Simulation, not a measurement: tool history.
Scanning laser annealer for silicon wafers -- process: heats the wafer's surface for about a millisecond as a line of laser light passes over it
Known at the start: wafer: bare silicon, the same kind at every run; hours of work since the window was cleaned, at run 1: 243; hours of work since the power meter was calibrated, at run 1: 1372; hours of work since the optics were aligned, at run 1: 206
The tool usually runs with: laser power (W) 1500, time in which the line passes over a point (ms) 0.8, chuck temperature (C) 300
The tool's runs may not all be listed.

run     day  laser power (W)  time in which the line passes over a point (ms)  chuck temperature (C)  hours of work since the window was cleaned  hours of work since the power meter was calibrated  hours of work since the optics were aligned  highest temperature of the surface (C)
  1       0             1500                                              0.8                    300                                         243                                                1372                                          206                                    1028
  2   1.496             1500                                              0.8                    300                                         260                                                1390                                          223                                    1028
  3   4.138             1500                                            0.678                    300                                         291                                                1421                                          254                                     961
  4   6.979             1500                                            0.678                    300                                         325                                                1454                                          288                                     963
  5   9.288             1500                                              0.8                    292                                         352                                                1481                                          315                                    1020
  6  11.104             1500                                            0.911                    326                                         373                                                1502                                          336                                    1110
  7  13.229             1500                                            0.573                    302                                         398                                                1527                                          361                                     904
  8  15.462             1558                                            0.707                    309                                         424                                                1554                                          387                                    1013
  9  18.058             1409                                            0.956                    317                                         454                                                1584                                          417                                    1079

Forecast run 10:
 10  19.896             1307                                            0.837                    309                                         476                                                1605                                          439                                       ?

highest temperature of the surface (C): 965
With the hidden condition absent and the run-to-run variation left alone, this run would have shown highest temperature of the surface (C) 967.
